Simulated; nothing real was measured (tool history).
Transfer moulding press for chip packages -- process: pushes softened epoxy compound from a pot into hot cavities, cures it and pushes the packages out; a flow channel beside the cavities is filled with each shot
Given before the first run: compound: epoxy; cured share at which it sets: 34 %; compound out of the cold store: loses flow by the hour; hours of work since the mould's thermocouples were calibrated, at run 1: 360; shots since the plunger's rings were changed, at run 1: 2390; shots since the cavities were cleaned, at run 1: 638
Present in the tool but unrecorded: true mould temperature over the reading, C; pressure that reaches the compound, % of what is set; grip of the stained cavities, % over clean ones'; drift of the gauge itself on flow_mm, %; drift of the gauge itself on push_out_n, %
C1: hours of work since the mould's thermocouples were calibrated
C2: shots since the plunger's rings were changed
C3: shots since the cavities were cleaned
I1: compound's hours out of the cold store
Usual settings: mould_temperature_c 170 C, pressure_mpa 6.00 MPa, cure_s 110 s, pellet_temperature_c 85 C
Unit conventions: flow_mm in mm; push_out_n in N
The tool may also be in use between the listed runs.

Run 1, hour 0.0: usual settings; C1 360; C2 2390; C3 638; I1 19.9. Result: flow_mm 560 mm, push_out_n 335 N.
At hour 7.5: cavities cleaned with cleaning compound and waxed.
Run 2, hour 33.4: usual settings; C1 384; C2 2766; C3 306; I1 31.2. Result: flow_mm 517 mm, push_out_n 299 N.
At hour 70.6: cavities cleaned with cleaning compound and waxed.
Run 3, hour 88.8: usual settings; C1 425; C2 3402; C3 215; I1 18.7. Result: flow_mm 550 mm, push_out_n 284 N.
Run 4, hour 120.7: usual settings but pressure_mpa 4.51 MPa; C1 450; C2 3778; C3 591; I1 45.0. Result: flow_mm 413 mm, push_out_n 314 N.
At hour 133.6: cavities cleaned with cleaning compound and waxed.
Run 5, hour 170.5: usual settings but pressure_mpa 4.51 MPa; C1 487; C2 4348; C3 436; I1 18.0. Result: flow_mm 469 mm, push_out_n 306 N.
At hour 198.6: cavities cleaned with cleaning compound and waxed.
Run 6, hour 217.3: usual settings but pressure_mpa 4.51 MPa; C1 522; C2 4881; C3 220; I1 22.8. Result: flow_mm 449 mm, push_out_n 274 N.
At hour 237.2: mould's thermocouples calibrated.
At hour 262.7: cavities cleaned with cleaning compound and waxed.
Run 7, hour 262.7: usual settings but pressure_mpa 4.51 MPa; C1 18; C2 5375; C3 0; I1 11.3. Result: flow_mm 475 mm, push_out_n 247 N.
At hour 284.6: plunger's sealing rings changed.
Run 8, hour 296.9: usual settings; C1 43; C2 145; C3 375; I1 44.9. Result: flow_mm 511 mm, push_out_n 281 N.
At hour 326.8: cavities cleaned with cleaning compound and waxed.
Run 9, hour 326.8: usual settings but pressure_mpa 4.77 MPa; C1 65; C2 479; C3 0; I1 37.6. Result: flow_mm 474 mm, push_out_n 235 N.
At hour 367.5: mould's thermocouples calibrated, once more.
Run 10, hour 381.0: usual settings but pressure_mpa 4.77 MPa; C1 10; C2 1095; C3 616; I1 35.5. Result: flow_mm 476 mm, push_out_n 332 N.
At hour 390.0: cavities cleaned with cleaning compound and waxed.
Run 11, hour 432.8: usual settings but pressure_mpa 4.77 MPa; C1 49; C2 1688; C3 505; I1 45.1. Result: flow_mm 450 mm, push_out_n 312 N.
At hour 452.3: cavities cleaned with cleaning compound and waxed.
Run 12, hour 484.9: usual settings but pellet_temperature_c 90 C; C1 88; C2 2285; C3 385; I1 36.7. Result: flow_mm 514 mm, push_out_n 306 N.
At hour 516.0: cavities cleaned with cleaning compound and waxed.
Run 13, hour 518.8: usual settings but mould_temperature_c 164 C, pellet_temperature_c 90 C; C1 113; C2 2667; C3 33; I1 11.3. Result: flow_mm 604 mm, push_out_n 419 N.
Run 14, hour 546.9: usual settings but mould_temperature_c 164 C, pellet_temperature_c 90 C; C1 134; C2 2997; C3 363; I1 30.9. Result: flow_mm 547 mm, push_out_n 482 N.
At hour 578.3: cavities cleaned with cleaning compound and waxed.
Run 15, hour 578.3: usual settings but mould_temperature_c 164 C, pellet_temperature_c 90 C; C1 157; C2 3350; C3 0; I1 28.2. Result: flow_mm 543 mm, push_out_n 396 N.

Forecast run 16:
Run 16, hour 632.2: usual settings but mould_temperature_c 172 C, cure_s 92 s, pellet_temperature_c 78 C; C1 198; C2 3987; C3 637; I1 11.7. Result: flow_mm ?, push_out_n ?.

{"run 16": {"flow_mm": 563, "push_out_n": 469}}
With no hidden state in the tool, this same run would have given flow_mm 611 mm, push_out_n 347 N.

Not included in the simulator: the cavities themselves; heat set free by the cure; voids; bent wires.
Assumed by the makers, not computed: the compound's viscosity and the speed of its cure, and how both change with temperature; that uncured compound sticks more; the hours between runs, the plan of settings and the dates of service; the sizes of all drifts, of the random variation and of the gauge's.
